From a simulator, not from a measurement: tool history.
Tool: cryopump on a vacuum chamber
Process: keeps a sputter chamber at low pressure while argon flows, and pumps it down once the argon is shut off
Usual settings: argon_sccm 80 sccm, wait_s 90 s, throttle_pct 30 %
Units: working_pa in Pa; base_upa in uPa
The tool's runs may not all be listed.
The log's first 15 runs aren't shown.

| run | hour | argon_sccm | wait_s | throttle_pct | working_pa | base_upa |
|---|---|---|---|---|---|---|
| 16 | 462.4 | 80 | 90 | 30 | 0.298 | 1.71 |
| 17 | 486.8 | 80 | 90 | 30 | 0.2984 | 1.69 |
| 18 | 517.4 | 33 | 47 | 30 | 0.1233 | 1.99 |
| 19 | 547.9 | 38 | 229 | 58 | 0.0797 | 1.6 |
| 20 | 576.1 | 80 | 22 | 21 | 0.4214 | 2.66 |
| 21 | 599.9 | 58 | 261 | 37 | 0.1812 | 1.56 |
| 22 | 619.8 | 87 | 33 | 18 | 0.5332 | 2.39 |
| 23 | 646.8 | 35 | 90 | 15 | 0.2558 | 1.84 |
| 24 | 667.7 | 35 | 71 | 17 | 0.2269 | 1.92 |
| 25 | 696.2 | 62 | 251 | 17 | 0.4041 | 1.69 |
| 26 | 729.9 | 80 | 89 | 31 | 0.3003 | 1.95 |
| 27 | 749 | 80 | 43 | 31 | 0.2989 | 2.18 |
| 28 | 775.6 | 136 | 75 | 33 | 0.4855 | 2.02 |
| 29 | 801.2 | 136 | 75 | 33 | 0.4865 | 1.94 |
|  | 830.8 | pump warmed up, emptied and cooled again |
| 30 | 832.8 | 136 | 75 | 33 | 0.4373 | 1.55 |
| 31 | 871.9 | 54 | 229 | 30 | 0.1922 | 1.42 |
| 32 | 909.4 | 51 | 273 | 28 | 0.1932 | 1.42 |
| 33 | 949.2 | 48 | 36 | 27 | 0.1897 | 2.07 |
| 34 | 979.9 | 48 | 36 | 27 | 0.1913 | 2.18 |

3 ways to go on from here, each from the tool as it stands after run 34. What would each give?
| A | 1000 | 35 | 50 | 47 | ? | ? |
| B | 1000 | 80 | 40 | 47 | ? | ? |
| C | 1000 | 74 | 230 | 52 | ? | ? |

| run | working_pa | base_upa |
|---|---|---|
| A | 0.081 | 1.9 |
| B | 0.1846 | 2.01 |
| C | 0.1549 | 1.48 |
Without the tool's hidden state the same runs would have given:
| run | working_pa | base_upa |
|---|---|---|
| A | 0.0783 | 0.72 |
| B | 0.1785 | 0.83 |
| C | 0.1492 | 0.29 |
